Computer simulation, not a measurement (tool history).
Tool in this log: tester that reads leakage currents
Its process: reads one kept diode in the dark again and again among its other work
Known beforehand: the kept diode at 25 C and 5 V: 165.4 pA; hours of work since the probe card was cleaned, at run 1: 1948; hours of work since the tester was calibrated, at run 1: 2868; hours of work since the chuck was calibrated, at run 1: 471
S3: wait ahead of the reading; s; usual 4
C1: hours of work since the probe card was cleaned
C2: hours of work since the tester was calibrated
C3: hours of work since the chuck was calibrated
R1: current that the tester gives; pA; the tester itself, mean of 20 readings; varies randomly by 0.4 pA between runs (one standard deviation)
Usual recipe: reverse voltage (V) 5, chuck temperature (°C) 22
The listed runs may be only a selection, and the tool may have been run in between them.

Run 1, hour 0: usual settings; C1 1948; C2 2868; C3 471. Result: R1 132.2 pA.
Run 2, hour 69.1: usual settings but S3 0.73 s; C1 1990; C2 2910; C3 514. Result: R1 134.11 pA.
Run 3, hour 122.4: usual settings but S3 0.73 s; C1 2023; C2 2943; C3 547. Result: R1 133.64 pA.
At hour 160.9: tester calibrated.
Run 4, hour 198.1: usual settings but chuck temperature (°C) 59; C1 2069; C2 23; C3 592. Result: R1 1603.97 pA.
Run 5, hour 261.7: usual settings but chuck temperature (°C) 59; C1 2108; C2 62; C3 631. Result: R1 1605.85 pA.
Run 6, hour 345.1: usual settings but chuck temperature (°C) 59; C1 2159; C2 114; C3 683. Result: R1 1598.33 pA.
Run 7, hour 415.6: usual settings; C1 2203; C2 157; C3 726. Result: R1 132.46 pA.
Run 8, hour 507.5: usual settings but chuck temperature (°C) 34; C1 2259; C2 214; C3 783. Result: R1 314.39 pA.
Run 9, hour 598.1: usual settings; C1 2315; C2 269; C3 838. Result: R1 132.34 pA.
Run 10, hour 691.9: usual settings; C1 2373; C2 327; C3 896. Result: R1 132.58 pA.
Run 11, hour 747: usual settings but reverse voltage (V) 14.03; C1 2407; C2 361; C3 930. Result: R1 206.88 pA.
Run 12, hour 786.4: usual settings but S3 7.41 s; C1 2431; C2 385; C3 954. Result: R1 132.6 pA.
Run 13, hour 852.9: usual settings but S3 7.41 s; C1 2472; C2 426; C3 995. Result: R1 132.1 pA.
Run 14, hour 911.5: usual settings but chuck temperature (°C) 45; C1 2508; C2 462; C3 1031. Result: R1 667.37 pA.
Run 15, hour 1000.5: usual settings but chuck temperature (°C) 45; C1 2563; C2 517; C3 1086. Result: R1 671.23 pA.
Run 16, hour 1062.6: usual settings; C1 2601; C2 555; C3 1124. Result: R1 132.9 pA.
Run 17, hour 1145.1: usual settings but reverse voltage (V) 2.72; C1 2652; C2 606; C3 1175. Result: R1 101.8 pA.
Run 18, hour 1225.9: usual settings but S3 0.47 s; C1 2702; C2 656; C3 1225. Result: R1 133.94 pA.
Run 19, hour 1307.1: usual settings but S3 0.47 s; C1 2752; C2 706; C3 1275. Result: R1 134.05 pA.
Run 20, hour 1388.8: usual settings but S3 0.47 s; C1 2802; C2 756; C3 1325. Result: R1 133.96 pA.
At hour 1416.8: chuck's temperature calibrated.
Run 21, hour 1449.9: usual settings but reverse voltage (V) 4.07; C1 2839; C2 793; C3 20. Result: R1 120.9 pA.
Run 22, hour 1519.9: usual settings but reverse voltage (V) 4.07; C1 2882; C2 836; C3 64. Result: R1 120.84 pA.
Run 23, hour 1584.9: usual settings but reverse voltage (V) 9.79, chuck temperature (°C) 57; C1 2922; C2 876; C3 104. Result: R1 1897.13 pA.
Run 24, hour 1639.9: usual settings but chuck temperature (°C) 26, S3 2.46 s; C1 2956; C2 910; C3 137. Result: R1 178.93 pA.
Run 25, hour 1717.6: usual settings but reverse voltage (V) 4.67, chuck temperature (°C) 48, S3 0.45 s; C1 3004; C2 958; C3 185. Result: R1 788.87 pA.
Run 26, hour 1801: usual settings but reverse voltage (V) 4.67, chuck temperature (°C) 48, S3 0.45 s; C1 3055; C2 1009; C3 237. Result: R1 792.72 pA.
Run 27, hour 1866.6: usual settings but reverse voltage (V) 3.99, chuck temperature (°C) 58, S3 0.35 s; C1 3095; C2 1050; C3 277. Result: R1 1371.61 pA.
Run 28, hour 1933.2: usual settings but reverse voltage (V) 1.04, chuck temperature (°C) 58, S3 4.44 s; C1 3136; C2 1091; C3 318. Result: R1 768.95 pA.

Predict the results of run 29:
Run 29, hour 1999.9: usual settings but reverse voltage (V) 1.04, chuck temperature (°C) 58, S3 4.44 s; C1 3177; C2 1132; C3 359. Result: R1 ?.

{"run 29": {"R1": 766.94}}
Had the tool carried no hidden state, the very same run would have given R1 766.84 pA.
